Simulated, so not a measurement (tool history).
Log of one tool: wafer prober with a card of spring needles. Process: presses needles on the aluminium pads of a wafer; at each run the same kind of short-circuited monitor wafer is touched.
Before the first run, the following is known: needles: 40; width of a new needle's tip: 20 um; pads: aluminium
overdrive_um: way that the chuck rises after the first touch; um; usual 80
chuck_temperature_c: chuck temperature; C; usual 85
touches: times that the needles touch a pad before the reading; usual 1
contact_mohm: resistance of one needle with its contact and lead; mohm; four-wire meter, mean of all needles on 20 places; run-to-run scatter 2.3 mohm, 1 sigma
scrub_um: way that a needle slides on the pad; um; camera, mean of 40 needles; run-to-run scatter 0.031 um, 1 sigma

run 1 hour=0.0 | overdrive_um=80 chuck_temperature_c=85 touches=1 | contact_mohm=259 scrub_um=15.75
-- hour=2.3 tips cleaned on abrasive film
run 2 hour=13.9 | overdrive_um=80 chuck_temperature_c=85 touches=1 | contact_mohm=257 scrub_um=15.72
-- hour=18.7 tips cleaned on abrasive film
run 3 hour=22.3 | overdrive_um=80 chuck_temperature_c=85 touches=1 | contact_mohm=261 scrub_um=15.70
-- hour=35.1 tips cleaned on abrasive film
run 4 hour=35.7 | overdrive_um=80 chuck_temperature_c=85 touches=2 | contact_mohm=259 scrub_um=15.76
run 5 hour=43.0 | overdrive_um=80 chuck_temperature_c=89 touches=2 | contact_mohm=259 scrub_um=15.71
run 6 hour=49.5 | overdrive_um=80 chuck_temperature_c=85 touches=1 | contact_mohm=258 scrub_um=15.73
-- hour=51.7 tips cleaned on abrasive film
run 7 hour=57.1 | overdrive_um=70 chuck_temperature_c=85 touches=1 | contact_mohm=262 scrub_um=13.72
run 8 hour=66.9 | overdrive_um=70 chuck_temperature_c=85 touches=1 | contact_mohm=260 scrub_um=13.64
-- hour=68.0 tips cleaned on abrasive film
run 9 hour=76.1 | overdrive_um=80 chuck_temperature_c=86 touches=1 | contact_mohm=261 scrub_um=15.64
-- hour=84.4 tips cleaned on abrasive film
run 10 hour=84.4 | overdrive_um=80 chuck_temperature_c=86 touches=1 | contact_mohm=257 scrub_um=15.63
run 11 hour=95.9 | overdrive_um=80 chuck_temperature_c=86 touches=1 | contact_mohm=260 scrub_um=15.60

Forecast run 12:
-- hour=101.5 tips cleaned on abrasive film
run 12 hour=104.2 | overdrive_um=75 chuck_temperature_c=86 touches=1 | contact_mohm=? scrub_um=?

contact_mohm: 258 mohm
scrub_um: 14.71 um
Minus the tool's unlogged condition, the same run would have read contact_mohm 257 mohm, scrub_um 14.78 um.
